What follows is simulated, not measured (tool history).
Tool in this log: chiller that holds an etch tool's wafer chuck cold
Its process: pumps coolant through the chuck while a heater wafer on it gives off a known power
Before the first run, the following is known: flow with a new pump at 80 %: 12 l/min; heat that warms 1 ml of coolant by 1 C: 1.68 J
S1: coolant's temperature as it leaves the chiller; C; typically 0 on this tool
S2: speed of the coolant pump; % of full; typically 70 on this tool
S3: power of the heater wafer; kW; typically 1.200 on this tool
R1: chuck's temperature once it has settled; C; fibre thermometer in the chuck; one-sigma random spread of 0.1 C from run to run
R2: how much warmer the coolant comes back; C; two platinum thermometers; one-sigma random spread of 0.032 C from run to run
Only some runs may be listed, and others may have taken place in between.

| run | hour | S1 | S2 | S3 | R1 | R2 |
|---|---|---|---|---|---|---|
| 1 | 0.0 | 0 | 70 | 1.200 | 10.0 | 4.08 |
| 2 | 151.2 | 0 | 70 | 1.200 | 10.1 | 4.15 |
| 3 | 214.1 | 0 | 70 | 1.200 | 9.9 | 4.19 |
|  | 321.5 | coolant changed, channels flushed |
| 4 | 347.6 | 0 | 70 | 1.200 | 10.1 | 4.16 |
| 5 | 418.4 | 0 | 70 | 1.200 | 9.9 | 4.17 |
| 6 | 559.0 | 8 | 70 | 1.200 | 18.0 | 4.18 |
| 7 | 651.0 | 7 | 66 | 1.200 | 17.8 | 4.47 |
| 8 | 777.3 | 7 | 66 | 1.200 | 17.5 | 4.45 |
| 9 | 889.5 | 4 | 68 | 0.623 | 9.2 | 2.31 |
| 10 | 1043.3 | 0 | 70 | 1.141 | 9.6 | 4.03 |
| 11 | 1121.8 | 0 | 70 | 1.141 | 9.3 | 3.99 |

What if the next run were any one of these 3? Each begins from the tool's condition after run 11:
| A | 1249.4 | 6 | 98 | 0.837 | ? | ? |
| B | 1249.4 | -9 | 64 | 0.612 | ? | ? |
| C | 1249.4 | -5 | 73 | 1.344 | ? | ? |

| run | R1 | R2 |
|---|---|---|
| A | 11.3 | 2.09 |
| B | -3.5 | 2.50 |
| C | 5.8 | 4.53 |
With the hidden condition removed and each run's random variation left untouched, the same runs would have given:
| run | R1 | R2 |
|---|---|---|
| A | 11.3 | 1.97 |
| B | -3.5 | 2.38 |
| C | 5.8 | 4.41 |
